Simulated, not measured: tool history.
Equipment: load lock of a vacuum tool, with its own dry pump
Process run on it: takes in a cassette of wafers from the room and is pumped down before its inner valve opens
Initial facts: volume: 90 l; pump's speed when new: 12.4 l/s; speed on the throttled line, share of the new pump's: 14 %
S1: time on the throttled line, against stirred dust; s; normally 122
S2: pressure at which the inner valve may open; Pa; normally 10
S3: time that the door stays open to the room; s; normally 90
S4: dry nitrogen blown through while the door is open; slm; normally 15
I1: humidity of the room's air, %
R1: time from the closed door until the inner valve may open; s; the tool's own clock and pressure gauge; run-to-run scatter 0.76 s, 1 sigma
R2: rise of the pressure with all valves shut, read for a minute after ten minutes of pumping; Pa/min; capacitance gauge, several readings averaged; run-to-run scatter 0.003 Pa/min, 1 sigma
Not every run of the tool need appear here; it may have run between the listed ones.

run 1 hour=0 | S1=122 S2=10 S3=90 S4=15 | I1=44.9 | R1=177.9 R2=0.345
run 2 hour=544 | S1=122 S2=10 S3=90 S4=15 | I1=46.3 | R1=180.2 R2=0.36
run 3 hour=995.2 | S1=122 S2=10 S3=90 S4=15 | I1=46.8 | R1=178.3 R2=0.384
run 4 hour=1431 | S1=122 S2=10 S3=90 S4=15 | I1=44.7 | R1=180 R2=0.406
run 5 hour=2032.1 | S1=122 S2=10 S3=90 S4=15 | I1=47.5 | R1=179.9 R2=0.436
run 6 hour=2596.7 | S1=122 S2=10 S3=90 S4=15 | I1=44 | R1=181.1 R2=0.468
run 7 hour=3040.9 | S1=175 S2=10 S3=90 S4=15 | I1=48 | R1=224.8 R2=0.495
run 8 hour=3565.6 | S1=175 S2=10 S3=90 S4=15 | I1=42.8 | R1=226.8 R2=0.535
run 9 hour=3890.5 | S1=175 S2=10 S3=90 S4=15 | I1=46.2 | R1=227.2 R2=0.549
-- hour=3920.4 door's seal changed, seat wiped
run 10 hour=4514 | S1=175 S2=10 S3=90 S4=15 | I1=43.9 | R1=224.6 R2=0.042
run 11 hour=5025 | S1=100 S2=11 S3=90 S4=15 | I1=46.3 | R1=162.6 R2=0.057
run 12 hour=5647.6 | S1=103 S2=10 S3=90 S4=15 | I1=45.8 | R1=166.2 R2=0.065

Run 13 comes next. What will it give?
run 13 hour=6066.9 | S1=103 S2=10 S3=25 S4=5 | I1=44.8 | R1=? R2=?

R1: 166.5 s
R2: 0.048 Pa/min
Minus the tool's unlogged condition, the same run would have read R1 156 s, R2 0.012 Pa/min.
